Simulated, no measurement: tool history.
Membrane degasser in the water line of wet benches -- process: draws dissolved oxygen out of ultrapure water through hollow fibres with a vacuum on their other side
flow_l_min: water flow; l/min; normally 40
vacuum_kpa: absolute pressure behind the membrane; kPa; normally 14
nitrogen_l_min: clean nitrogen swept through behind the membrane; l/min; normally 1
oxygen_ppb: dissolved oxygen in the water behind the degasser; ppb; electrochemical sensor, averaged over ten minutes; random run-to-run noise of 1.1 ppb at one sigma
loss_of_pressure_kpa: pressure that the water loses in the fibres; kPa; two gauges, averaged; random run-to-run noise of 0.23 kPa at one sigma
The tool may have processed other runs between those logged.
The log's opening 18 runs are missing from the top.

At hour 723.4: vacuum gauge calibrated.
Run 19, hour 760.3: usual settings but vacuum_kpa 23.3 kPa, nitrogen_l_min 1.15 l/min. Result: oxygen_ppb 1269.1 ppb, loss_of_pressure_kpa 60.18 kPa.
Run 20, hour 817.3: usual settings but vacuum_kpa 23.4 kPa, nitrogen_l_min 1.83 l/min. Result: oxygen_ppb 900.7 ppb, loss_of_pressure_kpa 60.47 kPa.
Run 21, hour 841.1: usual settings but vacuum_kpa 23.4 kPa, nitrogen_l_min 1.83 l/min. Result: oxygen_ppb 898.5 ppb, loss_of_pressure_kpa 60.46 kPa.
At hour 856.1: vacuum gauge calibrated, once more.
Run 22, hour 865: usual settings but flow_l_min 38 l/min, vacuum_kpa 9.5 kPa, nitrogen_l_min 1.83 l/min. Result: oxygen_ppb 296.8 ppb, loss_of_pressure_kpa 57.25 kPa.
Run 23, hour 898.7: usual settings but flow_l_min 42 l/min, vacuum_kpa 8.9 kPa, nitrogen_l_min 0.51 l/min. Result: oxygen_ppb 739.5 ppb, loss_of_pressure_kpa 63.23 kPa.
Run 24, hour 944.6: usual settings but flow_l_min 42 l/min, vacuum_kpa 21 kPa, nitrogen_l_min 1.63 l/min. Result: oxygen_ppb 913.9 ppb, loss_of_pressure_kpa 63.28 kPa.
Run 25, hour 981.7: usual settings but flow_l_min 34 l/min, vacuum_kpa 18.3 kPa, nitrogen_l_min 0.85 l/min. Result: oxygen_ppb 1088.7 ppb, loss_of_pressure_kpa 51.44 kPa.
Run 26, hour 1031.1: usual settings but flow_l_min 34 l/min, vacuum_kpa 18.3 kPa, nitrogen_l_min 0.85 l/min. Result: oxygen_ppb 1088.6 ppb, loss_of_pressure_kpa 51.22 kPa.
Run 27, hour 1084.1: usual settings but flow_l_min 34 l/min, vacuum_kpa 18.3 kPa, nitrogen_l_min 0.85 l/min. Result: oxygen_ppb 1088.4 ppb, loss_of_pressure_kpa 51.21 kPa.
Run 28, hour 1119.1: usual settings but flow_l_min 34 l/min, vacuum_kpa 18.3 kPa, nitrogen_l_min 0.85 l/min. Result: oxygen_ppb 1088.1 ppb, loss_of_pressure_kpa 51.36 kPa.
Run 29, hour 1157.6: usual settings but flow_l_min 30 l/min, nitrogen_l_min 1.09 l/min. Result: oxygen_ppb 603.8 ppb, loss_of_pressure_kpa 45.16 kPa.
Run 30, hour 1204.3: usual settings but flow_l_min 30 l/min, nitrogen_l_min 1.09 l/min. Result: oxygen_ppb 605.1 ppb, loss_of_pressure_kpa 45.39 kPa.
Run 31, hour 1255.9: usual settings but flow_l_min 34 l/min, vacuum_kpa 10.2 kPa, nitrogen_l_min 1.63 l/min. Result: oxygen_ppb 324 ppb, loss_of_pressure_kpa 51.83 kPa.

Alternative continuations, all from the tool just after run 31; predict every row:
Run A, hour 1287.2: usual settings but flow_l_min 50 l/min, vacuum_kpa 23.4 kPa, nitrogen_l_min 0.49 l/min. Result: oxygen_ppb ?, loss_of_pressure_kpa ?.
Run B, hour 1287.2: usual settings but flow_l_min 32 l/min, vacuum_kpa 8.8 kPa, nitrogen_l_min 2.54 l/min. Result: oxygen_ppb ?, loss_of_pressure_kpa ?.
Run C, hour 1287.2: usual settings but flow_l_min 26 l/min, vacuum_kpa 10.9 kPa, nitrogen_l_min 1.2 l/min. Result: oxygen_ppb ?, loss_of_pressure_kpa ?.

run  oxygen_ppb  loss_of_pressure_kpa
  A        2496                 75.67
  B       170.1                 48.25
  C       361.5                 39.35
Without the tool's unlogged condition, the same runs would have read:
run  oxygen_ppb  loss_of_pressure_kpa
  A      2506.4                 74.46
  B       167.7                 47.48
  C       358.2                 38.73
